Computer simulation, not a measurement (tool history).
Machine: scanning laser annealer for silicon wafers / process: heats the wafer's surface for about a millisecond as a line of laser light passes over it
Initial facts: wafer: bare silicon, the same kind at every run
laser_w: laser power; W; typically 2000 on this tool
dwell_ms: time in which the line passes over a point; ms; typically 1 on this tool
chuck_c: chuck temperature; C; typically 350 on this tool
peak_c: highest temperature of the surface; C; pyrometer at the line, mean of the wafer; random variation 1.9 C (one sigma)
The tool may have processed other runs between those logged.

run 1 hour=0 | laser_w=2000 dwell_ms=1 chuck_c=350 | peak_c=1168
run 2 hour=22.7 | laser_w=2000 dwell_ms=1 chuck_c=350 | peak_c=1168
run 3 hour=38.9 | laser_w=2000 dwell_ms=1 chuck_c=373 | peak_c=1189
run 4 hour=57 | laser_w=1742 dwell_ms=1 chuck_c=373 | peak_c=1052
run 5 hour=76.2 | laser_w=1742 dwell_ms=1 chuck_c=373 | peak_c=1051
run 6 hour=89 | laser_w=2000 dwell_ms=0.87 chuck_c=350 | peak_c=1105
run 7 hour=108.1 | laser_w=2000 dwell_ms=0.87 chuck_c=350 | peak_c=1106
run 8 hour=123 | laser_w=1730 dwell_ms=1 chuck_c=350 | peak_c=1023
run 9 hour=142.7 | laser_w=1960 dwell_ms=1 chuck_c=350 | peak_c=1140
run 10 hour=159.4 | laser_w=2000 dwell_ms=1 chuck_c=350 | peak_c=1157
run 11 hour=173.2 | laser_w=2000 dwell_ms=0.79 chuck_c=350 | peak_c=1058
run 12 hour=193.4 | laser_w=2000 dwell_ms=0.79 chuck_c=350 | peak_c=1056
run 13 hour=212.3 | laser_w=2000 dwell_ms=0.79 chuck_c=347 | peak_c=1055
run 14 hour=233.2 | laser_w=2000 dwell_ms=0.79 chuck_c=347 | peak_c=1053
run 15 hour=252.7 | laser_w=2006 dwell_ms=1 chuck_c=350 | peak_c=1151
run 16 hour=275.2 | laser_w=2006 dwell_ms=1 chuck_c=350 | peak_c=1152
run 17 hour=288.5 | laser_w=2000 dwell_ms=1.04 chuck_c=350 | peak_c=1168
run 18 hour=302.2 | laser_w=1730 dwell_ms=1.04 chuck_c=355 | peak_c=1030
run 19 hour=323.8 | laser_w=1936 dwell_ms=1.04 chuck_c=355 | peak_c=1131
run 20 hour=337.8 | laser_w=2019 dwell_ms=0.88 chuck_c=320 | peak_c=1074
run 21 hour=352.7 | laser_w=1990 dwell_ms=1 chuck_c=350 | peak_c=1140

Expected results for the next run?
run 22 hour=376.9 | laser_w=1752 dwell_ms=1.13 chuck_c=352 | peak_c=?

peak_c: 1060 C
Had the tool carried no hidden state, the very same run would have given peak_c 1098 C.
